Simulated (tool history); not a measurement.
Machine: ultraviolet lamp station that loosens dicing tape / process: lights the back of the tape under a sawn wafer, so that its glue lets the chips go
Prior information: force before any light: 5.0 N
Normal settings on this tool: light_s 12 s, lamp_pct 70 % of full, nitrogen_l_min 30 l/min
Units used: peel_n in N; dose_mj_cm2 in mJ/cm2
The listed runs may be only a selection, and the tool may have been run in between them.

run   hour  light_s  lamp_pct  nitrogen_l_min  peel_n  dose_mj_cm2
  1    0.0       12        70              30   0.365          180
  2   10.9       12        70              30   0.392          179
  3   23.3       12        70              30   0.389          176
  4   33.6       12        70              39   0.348          177
  5   48.3       12        70              39   0.341          174
  6   59.6       12        76              30   0.340          193
  7   65.8       12        61              30   0.469          154
  8   80.4       12        61              30   0.495          155
  9   87.2       12        70              13   0.567          181
 10   99.4       12        70              30   0.399          176
 11  106.5       12        70              21   0.457          172
 12  115.9       12        70              30   0.392          176
 13  124.3       12        70              30   0.404          177
     125.6  -- window cleaned of glue's vapour
 14  139.7       12        70              30   0.408          172
 15  146.9       12        70              30   0.417          168
 16  160.1       12        70              30   0.408          172
 17  167.8       12        70              30   0.411          169
     169.4  -- window cleaned of glue's vapour, once more
 18  182.3       12        70              30   0.402          178
 19  191.3       12        70              30   0.381          175
 20  202.2       12        70              30   0.376          179
 21  213.1       12        70              30   0.397          175
 22  220.8       12        70              30   0.405          177
 23  232.3        8        66              45   0.757          112
 24  238.9        8        66              45   0.776          108
 25  252.5        9        65              19   0.872          120
 26  263.7       12        65              30   0.456          159
 27  270.8        6        73              15   1.409           88
 28  279.7        8        97              16   0.597          157
 29  292.9        8        97              16   0.593          155
 30  299.9        8        97              16   0.609          158
 31  308.4       22        72              30   0.192          320
 32  315.5       22        72              30   0.192          323
 33  326.9       21        70              30   0.202          294
 34  338.3        7        72              40   0.888          102
 35  350.6       16        86              23   0.218          277

Estimate the outcome of run 36 from the log above:
 36  358.4       16        86              23       ?            ?

Run 36 produced peel_n 0.226 N, dose_mj_cm2 277 mJ/cm2.
Were there no unlogged condition in the tool, this run, its random variation unchanged, would have produced peel_n 0.203 N, dose_mj_cm2 317 mJ/cm2.

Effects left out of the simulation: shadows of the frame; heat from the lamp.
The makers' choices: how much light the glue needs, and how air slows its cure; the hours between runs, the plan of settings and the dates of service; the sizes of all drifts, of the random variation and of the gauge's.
